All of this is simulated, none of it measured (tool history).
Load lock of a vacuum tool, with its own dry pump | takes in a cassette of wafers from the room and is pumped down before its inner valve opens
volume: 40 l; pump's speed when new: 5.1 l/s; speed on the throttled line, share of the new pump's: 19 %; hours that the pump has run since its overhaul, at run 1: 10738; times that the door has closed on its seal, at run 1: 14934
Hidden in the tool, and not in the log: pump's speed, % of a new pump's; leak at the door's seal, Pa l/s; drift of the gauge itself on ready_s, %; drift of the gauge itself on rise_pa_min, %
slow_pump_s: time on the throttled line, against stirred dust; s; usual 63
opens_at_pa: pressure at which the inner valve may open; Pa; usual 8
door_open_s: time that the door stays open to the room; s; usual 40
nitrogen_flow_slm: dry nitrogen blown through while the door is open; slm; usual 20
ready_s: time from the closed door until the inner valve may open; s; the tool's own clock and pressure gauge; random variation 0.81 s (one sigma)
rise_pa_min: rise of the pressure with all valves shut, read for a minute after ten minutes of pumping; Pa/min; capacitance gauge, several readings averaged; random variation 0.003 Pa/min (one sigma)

run	day	slow_pump_s	opens_at_pa	door_open_s	nitrogen_flow_slm	hours that the pump has run since its overhaul	times that the door has closed on its seal	incoming humidity of the room's air, %	ready_s	rise_pa_min
1	0	63	8	40	20	10738	14934	47.6	135.2	0.137
2	10.129	63	8	40	20	10981	15330	45.2	135.5	0.142
3	18.271	63	8	40	20	11177	15647	47.5	135.7	0.144
4	30.167	63	8	40	20	11462	16112	47.4	135.6	0.151
5	37.962	63	8	40	20	11649	16416	42.3	138.8	0.154
6	48.979	63	9	40	20	11914	16846	45.7	136	0.157
7	58.467	63	9	40	20	12141	17216	46.3	134.9	0.16
8	64.858	63	9	68	20	12295	17465	42.5	135.7	0.171
9	69.867	63	8	40	20	12415	17661	44	136.1	0.166
10	79.829	63	8	40	20	12654	18049	48.2	138.8	0.171
11	90.408	63	14	40	20	12908	18462	44.3	133	0.179
12	96.583	63	14	40	20	13056	18703	41.7	132.3	0.167
13	103.146	120	9	104	27	13214	18959	47.2	181.8	0.2
14	114.692	120	9	104	27	13491	19410	48.2	180.7	0.204
15	125.333	63	8	43	20	13746	19825	43.8	138.5	0.195
16	134.617	63	13	43	38	13969	20187	44	135.1	0.187
17	141.983	44	9	43	6	14146	20475	42.4	124.5	0.217
18	147.929	44	8	80	20	14288	20707	47.6	123.8	0.22
19	155.512	63	8	39	20	14470	21002	47.4	139.4	0.214
20	160.929	51	7	27	11	14600	21214	47.2	132.6	0.205
21	172.371	63	15	40	20	14875	21660	43.7	134.8	0.218
22	184.471	63	15	40	20	15165	22132	47	133.2	0.229
23	195.1	63	8	40	16	15421	22547	46	140.7	0.234
24	201.867	63	8	40	16	15583	22811	43.8	140.9	0.232

Forecast each of these 5 alternatives for the next run:
# day 205.942: dry pump taken out, an overhauled one fitted
A	211.75	63	8	40	33	139	23187	45.3	?	?
# day 205.942: dry pump taken out, an overhauled one fitted
B	211.75	63	14	110	7	139	23187	44.8	?	?
# day 205.942: dry pump taken out, an overhauled one fitted
C	211.75	59	8	173	27	139	23187	43.9	?	?
# day 205.942: dry pump taken out, an overhauled one fitted
D	211.75	63	7	40	6	139	23187	46.5	?	?
# day 205.942: dry pump taken out, an overhauled one fitted
E	211.75	108	7	61	20	139	23187	45.9	?	?

run	ready_s	rise_pa_min
A	126.9	0.242
B	121.5	0.268
C	123	0.252
D	126.8	0.259
E	163.3	0.248
Without the tool's hidden state the same runs would have given:
run	ready_s	rise_pa_min
A	126.8	0.033
B	121.5	0.062
C	122.9	0.044
D	126.7	0.05
E	163.2	0.04
